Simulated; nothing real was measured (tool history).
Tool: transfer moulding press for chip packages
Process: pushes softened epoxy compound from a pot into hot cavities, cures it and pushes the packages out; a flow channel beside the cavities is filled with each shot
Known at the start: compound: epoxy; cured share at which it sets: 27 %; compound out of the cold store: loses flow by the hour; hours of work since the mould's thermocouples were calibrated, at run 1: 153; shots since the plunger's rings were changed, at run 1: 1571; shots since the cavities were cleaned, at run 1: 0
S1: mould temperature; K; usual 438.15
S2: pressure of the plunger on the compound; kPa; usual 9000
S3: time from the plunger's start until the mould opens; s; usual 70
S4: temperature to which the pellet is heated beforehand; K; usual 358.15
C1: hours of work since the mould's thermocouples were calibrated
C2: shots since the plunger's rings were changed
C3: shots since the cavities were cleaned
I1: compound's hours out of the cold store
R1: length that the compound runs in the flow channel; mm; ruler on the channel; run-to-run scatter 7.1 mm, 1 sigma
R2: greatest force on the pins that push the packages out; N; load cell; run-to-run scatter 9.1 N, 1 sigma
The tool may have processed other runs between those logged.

run	hour	S1	S2	S3	S4	C1	C2	C3	I1	R1	R2
1	0	438.15	9000	70	358.15	153	1571	0	36.7	790	448
2	6.8	438.15	9000	70	358.15	157	1666	95	33.6	803	503
3	13.9	438.15	9000	70	358.15	162	1767	196	33.7	813	588
4	26.1	438.15	9000	59	358.15	170	1940	369	45.4	747	1005
5	39.1	438.15	9000	59	358.15	179	2122	551	36.2	794	1106
6	45	438.15	9000	59	358.15	183	2206	635	35.1	799	1121
7	55.7	438.15	9000	70	358.15	190	2357	786	36.4	791	775
8	62.2	438.15	9000	70	358.15	194	2449	878	47.2	720	783
9	68.4	438.15	8120	70	358.15	198	2536	965	20.1	858	905
# hour 71.5: cavities cleaned with cleaning compound and waxed
10	82.6	438.15	8120	70	358.15	207	2716	157	24.8	817	1012
11	91.2	438.15	8120	70	358.15	212	2837	278	28.6	792	1000
# hour 103.8: cavities cleaned with cleaning compound and waxed, once more
12	103.8	438.15	8120	70	358.15	220	2993	0	19	845	460
13	110.7	438.15	8120	70	358.15	224	3091	98	33.9	762	507
14	123.7	438.15	8120	70	358.15	233	3275	282	19	850	637
15	136.8	438.15	8120	70	358.15	241	3459	466	23.6	810	684
16	148.3	441.15	9000	73	356.15	249	3622	629	16	903	626
17	161.3	441.15	9000	73	356.15	258	3805	812	29.6	797	613
18	170.4	434.15	8070	96	356.15	264	3933	940	45	705	628
# hour 175.5: cavities cleaned with cleaning compound and waxed
19	179.6	438.15	10880	62	350.15	269	4043	59	20.6	969	718
20	186.5	438.15	9000	70	362.15	273	4139	155	41.6	732	520
21	198.9	438.15	10020	56	359.15	281	4315	331	18.2	953	1222
22	209.5	438.15	7090	70	358.15	288	4464	480	38.1	674	691
23	215.8	438.15	10200	80	358.15	293	4553	569	26.4	879	594
24	225.7	438.15	9000	61	358.15	299	4692	708	18.5	886	1167
25	232.9	438.15	9930	68	364.15	304	4795	811	13.1	968	930
26	241.2	438.15	9930	57	364.15	309	4911	927	36.4	808	1322
# hour 246.9: cavities cleaned with cleaning compound and waxed
27	252	435.15	9000	70	355.15	316	5043	72	47.7	722	572
28	260.5	430.15	9000	70	358.15	321	5163	192	25.3	874	1093

Measured less the same run without the tool's hidden state. The same run-to-run variation is in both; the gauge's scatter may not be:
What the log doesn't record here: true mould temperature over the reading, C; pressure that reaches the compound, % of what is set; grip of the stained cavities, % over clean ones'; drift of the gauge itself on flow_mm, %; drift of the gauge itself on push_out_n, %.
run	R1	R2
1	-8	+34
2	-10	+95
3	-10	+165
4	-11	+378
5	-12	+490
6	-13	+515
7	-14	+378
8	-14	+388
9	-16	+459
10	-17	+585
11	-18	+577
12	-20	+15
13	-18	+86
14	-22	+203
15	-22	+274
16	-26	+277
17	-24	+295
18	-22	+307
19	-32	+108
20	-25	+129
21	-33	+442
22	-25	+290
23	-33	+261
24	-35	+563
25	-39	+460
26	-33	+673
27	-31	+86
28	-38	+293
